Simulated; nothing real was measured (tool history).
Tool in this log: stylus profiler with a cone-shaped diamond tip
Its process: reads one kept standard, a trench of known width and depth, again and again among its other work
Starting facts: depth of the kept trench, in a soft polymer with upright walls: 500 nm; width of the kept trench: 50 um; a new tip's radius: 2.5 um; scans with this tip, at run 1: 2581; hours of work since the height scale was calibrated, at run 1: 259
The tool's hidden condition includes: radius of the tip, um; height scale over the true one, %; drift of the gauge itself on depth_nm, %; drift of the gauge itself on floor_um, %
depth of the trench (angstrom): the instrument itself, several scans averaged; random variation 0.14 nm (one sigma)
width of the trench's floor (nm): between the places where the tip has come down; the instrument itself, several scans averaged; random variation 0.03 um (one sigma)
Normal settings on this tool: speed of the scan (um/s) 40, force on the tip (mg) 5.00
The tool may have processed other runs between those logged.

run   hour  speed of the scan (um/s)  force on the tip (mg)  scans with this tip  hours of work since the height scale was calibrated  depth of the trench (angstrom)  width of the trench's floor (nm)
  1    0.0                        40                   5.00                 2581                                                  259                          5058.2                             46940
  2   42.1                        40                   7.55                 2795                                                  280                          5073.9                             47010
  3   70.0                        40                  13.52                 2936                                                  294                          5109.5                             46970
  4   96.1                        40                  13.52                 3069                                                  308                          5107.2                             46940
  5  131.2                        40                  13.52                 3247                                                  325                          5108.2                             46960
  6  170.9                       143                   5.00                 3448                                                  346                          5058.0                             46690
  7  206.9                       143                   5.00                 3630                                                  364                          5054.4                             46740
  8  247.0                        40                   5.00                 3834                                                  384                          5059.7                             46940
  9  290.2                        40                   2.66                 4053                                                  406                          5037.7                             46890
 10  328.6                        27                  11.85                 4248                                                  426                          5099.5                             47000
 11  346.2                        35                   5.00                 4337                                                  435                          5056.9                             46960
 12  376.6                        35                   5.00                 4491                                                  450                          5056.2                             46940
 13  395.1                        35                   5.00                 4585                                                  459                          5053.5                             46940
 14  425.9                        20                   2.75                 4741                                                  475                          5037.5                             46920
 15  455.1                        33                  11.84                 4889                                                  490                          5097.1                             46990
 16  490.0                        16                   3.66                 5066                                                  508                          5045.2                             46940
 17  519.9                        14                   5.87                 5218                                                  523                          5057.3                             46990
 18  539.5                        14                   5.87                 5317                                                  533                          5062.9                             46940

Predict each of these 4 candidate next runs independently; none follows another, all start after run 18:
  A  574.9                       158                   8.96                 5496                                                  551                               ?                                 ?
  B  574.9                        18                  11.35                 5496                                                  551                               ?                                 ?
  C  574.9                        93                   2.12                 5496                                                  551                               ?                                 ?
  D  574.9                        22                   5.92                 5496                                                  551                               ?                                 ?

run  depth of the trench (angstrom)  width of the trench's floor (nm)
  A                          5082.7                             46730
  B                          5098.7                             46930
  C                          5030.3                             46700
  D                          5062.2                             46970
What these runs would have given with no unlogged condition in the tool:
run  depth of the trench (angstrom)  width of the trench's floor (nm)
  A                          5082.6                             46740
  B                          5098.6                             46940
  C                          5030.2                             46710
  D                          5062.1                             46970

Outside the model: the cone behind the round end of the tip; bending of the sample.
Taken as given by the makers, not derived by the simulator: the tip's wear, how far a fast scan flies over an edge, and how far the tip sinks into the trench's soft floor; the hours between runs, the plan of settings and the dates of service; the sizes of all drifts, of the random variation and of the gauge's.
